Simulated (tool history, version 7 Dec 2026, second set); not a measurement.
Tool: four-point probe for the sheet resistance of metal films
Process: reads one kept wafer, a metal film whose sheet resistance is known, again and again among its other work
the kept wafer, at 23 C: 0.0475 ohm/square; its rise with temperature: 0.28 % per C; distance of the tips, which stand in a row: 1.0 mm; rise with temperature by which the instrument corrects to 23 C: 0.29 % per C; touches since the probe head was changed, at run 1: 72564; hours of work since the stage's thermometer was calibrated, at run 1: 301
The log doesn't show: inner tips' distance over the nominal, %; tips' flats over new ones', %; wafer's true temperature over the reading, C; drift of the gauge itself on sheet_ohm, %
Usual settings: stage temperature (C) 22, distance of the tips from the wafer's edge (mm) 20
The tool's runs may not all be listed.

run     day  stage temperature (C)  distance of the tips from the wafer's edge (mm)  touches since the probe head was changed  hours of work since the stage's thermometer was calibrated  sheet resistance as the instrument gives it (ohm/square)
  1       0                     22                                               20                                     72564                                                         301                                                  0.047427
  2   0.725                     22                                               20                                     73456                                                         312                                                  0.047441
  3   1.629                     22                                               60                                     74571                                                         326                                                  0.047348
  4     2.7                     22                                               60                                     75887                                                         342                                                  0.047379
  5   3.254                     22                                               60                                     76565                                                         351                                                  0.047361
  6     4.1                     22                                               20                                     77607                                                         364                                                  0.047418
  7   5.321                     22                                               35                                     79107                                                         382                                                  0.047354
  8   6.492                     22                                               35                                     80547                                                         400                                                  0.047343
  9   7.408                     22                                               35                                     81678                                                         414                                                  0.047354
 10   7.925                     22                                               35                                     82310                                                         422                                                   0.04736
 11   9.029                     22                                               15                                     83672                                                         438                                                  0.047463
 12   9.612                     33                                               20                                     84386                                                         447                                                   0.04733
 13  10.329                     21                                               20                                     85271                                                         458                                                  0.047384
 14  11.446                     21                                               20                                     86645                                                         475                                                  0.047388
 15  12.696                     22                                                6                                     88179                                                         494                                                  0.048008
 16  13.625                     22                                               20                                     89325                                                         508                                                  0.047379
 17  14.275                     22                                               20                                     90124                                                         518                                                  0.047379
 18  15.367                     22                                               20                                     91464                                                         535                                                  0.047375
 19  16.275                     26                                               20                                     92584                                                         548                                                   0.04734
 20  17.012                     26                                               20                                     93492                                                         560                                                  0.047352
 21  17.583                     35                                               31                                     94192                                                         568                                                  0.047251
 22  18.271                     22                                                7                                     95036                                                         579                                                  0.047817
 23  19.362                     33                                               20                                     96381                                                         595                                                  0.047296
 24  20.421                     35                                               27                                     97680                                                         611                                                  0.047261
 25  21.258                     35                                               27                                     98714                                                         624                                                  0.047254
 26  21.979                     24                                               11                                     99598                                                         635                                                  0.047487
 27  22.888                     22                                                6                                    100718                                                         649                                                  0.047974
 28  23.429                     24                                               17                                    101381                                                         657                                                  0.047349
 29  24.246                     21                                               31                                    102389                                                         669                                                  0.047316
 30  25.258                     20                                                4                                    103634                                                         685                                                  0.048827
 31  25.867                     20                                                4                                    104381                                                         694                                                  0.048837
 32  27.075                     20                                                4                                    105869                                                         712                                                  0.048827
 33   28.15                     20                                                4                                    107190                                                         729                                                  0.048816
 34  29.121                     28                                               34                                    108382                                                         743                                                  0.047258
 35  30.117                     24                                               34                                    109610                                                         758                                                  0.047288
 36  31.083                     35                                                4                                    110798                                                         773                                                  0.048725
 37  31.825                     35                                                7                                    111709                                                         784                                                  0.047698
 38  32.367                     35                                                5                                    112375                                                         792                                                   0.04818
 39  33.188                     21                                               10                                    113388                                                         805                                                  0.047521

Forecast each of these 3 alternatives for the next run:
  A  34.346                     22                                               20                                    114810                                                         822                                                         ?
  B  34.346                     20                                               20                                    114810                                                         822                                                         ?
  C  34.346                     22                                               35                                    114810                                                         822                                                         ?

run  sheet resistance as the instrument gives it (ohm/square)
  A                                                  0.047314
  B                                                   0.04732
  C                                                  0.047267
Without the tool's hidden state the same runs would have given:
run  sheet resistance as the instrument gives it (ohm/square)
  A                                                  0.047575
  B                                                  0.047581
  C                                                  0.047528

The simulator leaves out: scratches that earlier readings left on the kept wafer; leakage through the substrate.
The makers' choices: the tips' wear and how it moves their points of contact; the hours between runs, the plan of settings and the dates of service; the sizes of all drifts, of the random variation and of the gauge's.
